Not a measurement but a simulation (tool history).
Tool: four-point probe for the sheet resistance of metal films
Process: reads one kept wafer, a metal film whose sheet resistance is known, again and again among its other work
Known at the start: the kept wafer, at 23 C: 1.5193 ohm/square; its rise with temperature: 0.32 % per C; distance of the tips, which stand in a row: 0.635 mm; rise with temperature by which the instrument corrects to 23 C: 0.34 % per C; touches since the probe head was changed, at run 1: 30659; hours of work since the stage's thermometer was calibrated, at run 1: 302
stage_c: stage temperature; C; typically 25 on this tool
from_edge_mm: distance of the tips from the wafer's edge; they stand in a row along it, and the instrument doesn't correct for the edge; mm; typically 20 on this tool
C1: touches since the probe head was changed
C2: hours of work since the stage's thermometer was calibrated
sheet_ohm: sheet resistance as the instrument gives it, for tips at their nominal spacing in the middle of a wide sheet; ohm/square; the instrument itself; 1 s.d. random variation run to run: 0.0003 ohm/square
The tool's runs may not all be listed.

Run 1, hour 0: usual settings; C1 30659; C2 302. Result: sheet_ohm 1.519373 ohm/square.
Run 2, hour 27.2: usual settings; C1 31755; C2 319. Result: sheet_ohm 1.51965 ohm/square.
Run 3, hour 61.4: usual settings; C1 33133; C2 341. Result: sheet_ohm 1.519862 ohm/square.
Run 4, hour 91.3: usual settings; C1 34340; C2 360. Result: sheet_ohm 1.519895 ohm/square.
Run 5, hour 125.6: usual settings; C1 35724; C2 382. Result: sheet_ohm 1.519412 ohm/square.
Run 6, hour 151.7: usual settings; C1 36778; C2 399. Result: sheet_ohm 1.51907 ohm/square.
Run 7, hour 176.3: usual settings; C1 37770; C2 414. Result: sheet_ohm 1.519455 ohm/square.
Run 8, hour 228.5: usual settings; C1 39873; C2 448. Result: sheet_ohm 1.518527 ohm/square.
Run 9, hour 261.4: usual settings but from_edge_mm 11 mm; C1 41201; C2 469. Result: sheet_ohm 1.52132 ohm/square.
Run 10, hour 287.1: usual settings; C1 42238; C2 485. Result: sheet_ohm 1.519621 ohm/square.
Run 11, hour 312.4: usual settings; C1 43257; C2 501. Result: sheet_ohm 1.519416 ohm/square.
Run 12, hour 359.9: usual settings; C1 45173; C2 532. Result: sheet_ohm 1.519605 ohm/square.
Run 13, hour 389.4: usual settings; C1 46362; C2 550. Result: sheet_ohm 1.519288 ohm/square.
Run 14, hour 437.8: usual settings; C1 48314; C2 581. Result: sheet_ohm 1.519074 ohm/square.
Run 15, hour 463.1: usual settings; C1 49334; C2 597. Result: sheet_ohm 1.519677 ohm/square.
Run 16, hour 488.4: usual settings; C1 50356; C2 613. Result: sheet_ohm 1.519489 ohm/square.
Run 17, hour 511.7: usual settings but stage_c 21 C; C1 51296; C2 628. Result: sheet_ohm 1.520801 ohm/square.
Run 18, hour 560.9: usual settings but stage_c 23 C; C1 53280; C2 660. Result: sheet_ohm 1.519958 ohm/square.
Run 19, hour 589.2: usual settings but from_edge_mm 44 mm; C1 54421; C2 678. Result: sheet_ohm 1.519657 ohm/square.
Run 20, hour 614.3: usual settings; C1 55432; C2 694. Result: sheet_ohm 1.519602 ohm/square.
Run 21, hour 662.2: usual settings; C1 57366; C2 724. Result: sheet_ohm 1.518853 ohm/square.
Run 22, hour 703.5: usual settings but from_edge_mm 5 mm; C1 59029; C2 751. Result: sheet_ohm 1.530906 ohm/square.
Run 23, hour 751.5: usual settings but from_edge_mm 5 mm; C1 60967; C2 781. Result: sheet_ohm 1.53198 ohm/square.
Run 24, hour 793.8: usual settings but from_edge_mm 5 mm; C1 62672; C2 808. Result: sheet_ohm 1.530828 ohm/square.
Run 25, hour 838.2: usual settings but stage_c 28 C, from_edge_mm 21 mm; C1 64465; C2 837. Result: sheet_ohm 1.51802 ohm/square.
Run 26, hour 879: usual settings but stage_c 28 C, from_edge_mm 21 mm; C1 66107; C2 862. Result: sheet_ohm 1.518116 ohm/square.
Run 27, hour 931.4: usual settings but stage_c 31 C, from_edge_mm 21 mm; C1 68220; C2 896. Result: sheet_ohm 1.51734 ohm/square.
Run 28, hour 978.8: usual settings but stage_c 22 C, from_edge_mm 62 mm; C1 70132; C2 926. Result: sheet_ohm 1.519703 ohm/square.
Run 29, hour 1014: usual settings but stage_c 20 C, from_edge_mm 14 mm; C1 71552; C2 949. Result: sheet_ohm 1.522577 ohm/square.
Run 30, hour 1055.4: usual settings but stage_c 30 C, from_edge_mm 40 mm; C1 73225; C2 975. Result: sheet_ohm 1.516889 ohm/square.
Run 31, hour 1107.6: usual settings but stage_c 30 C, from_edge_mm 40 mm; C1 75330; C2 1008. Result: sheet_ohm 1.517142 ohm/square.
Run 32, hour 1133.4: usual settings but stage_c 31 C, from_edge_mm 57 mm; C1 76369; C2 1025. Result: sheet_ohm 1.516317 ohm/square.
Run 33, hour 1175.3: usual settings but stage_c 31 C, from_edge_mm 57 mm; C1 78059; C2 1051. Result: sheet_ohm 1.516405 ohm/square.
Run 34, hour 1199.7: usual settings but stage_c 19 C, from_edge_mm 7 mm; C1 79042; C2 1067. Result: sheet_ohm 1.527344 ohm/square.
Run 35, hour 1239.4: usual settings but stage_c 19 C, from_edge_mm 7 mm; C1 80644; C2 1092. Result: sheet_ohm 1.527303 ohm/square.
Run 36, hour 1282.6: usual settings but stage_c 19 C, from_edge_mm 7 mm; C1 82386; C2 1120. Result: sheet_ohm 1.52754 ohm/square.
Run 37, hour 1306.5: usual settings but stage_c 22 C, from_edge_mm 15 mm; C1 83351; C2 1135. Result: sheet_ohm 1.520918 ohm/square.
Run 38, hour 1351.4: usual settings but stage_c 22 C, from_edge_mm 15 mm; C1 85160; C2 1164. Result: sheet_ohm 1.521178 ohm/square.

Estimate the outcome of run 39 from the log above:
Run 39, hour 1395.2: usual settings but stage_c 24 C, from_edge_mm 15 mm; C1 86928; C2 1192. Result: sheet_ohm ?.

Run 39 came out at sheet_ohm 1.520186 ohm/square.
On a tool with no hidden condition, and with the same random variation, this run would have come out at sheet_ohm 1.520278 ohm/square.
